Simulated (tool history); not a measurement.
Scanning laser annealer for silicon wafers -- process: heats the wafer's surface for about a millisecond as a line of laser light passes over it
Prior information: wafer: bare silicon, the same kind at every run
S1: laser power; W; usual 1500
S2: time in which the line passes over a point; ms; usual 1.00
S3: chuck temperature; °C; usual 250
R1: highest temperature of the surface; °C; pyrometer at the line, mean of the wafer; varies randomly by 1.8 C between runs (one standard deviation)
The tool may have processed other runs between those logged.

run	hour	S1	S2	S3	R1
1	0.0	1500	1.00	250	983
2	44.8	1422	1.00	250	941
3	91.4	1422	1.00	250	939
4	160.3	1422	1.00	250	933
5	215.7	1500	1.00	257	979
6	266.3	1500	1.00	250	967
# hour 273.7: window over the wafer cleaned
7	314.4	1500	0.90	250	920
8	376.4	1500	0.90	250	919
9	446.7	1500	0.95	250	934
# hour 459.2: window over the wafer cleaned, once more
10	506.5	1500	0.95	250	970
11	563.5	1532	1.18	214	1037
12	603.2	1532	0.74	247	896
13	660.6	1532	0.74	247	891
14	728.2	1296	0.79	231	790
15	764.5	1296	0.79	231	785
16	835.0	1296	0.79	231	780
17	869.1	1618	0.93	250	1008
18	903.7	1299	1.00	250	871
19	936.6	1299	1.00	250	870
20	980.5	1500	0.83	260	915

Same runs, no hidden state in the tool, same run-to-run variation:
Unlogged tool condition in this case: light that passes the window, % of a clean one's; laser's true power over the reading, %; width of the line over the set one, %; drift of the gauge itself on peak_c, C.
run	R1
1	1001
2	960
3	961
4	958
5	1007
6	998
7	960
8	961
9	981
10	978
11	1049
12	908
13	905
14	804
15	800
16	798
17	1035
18	894
19	895
20	943
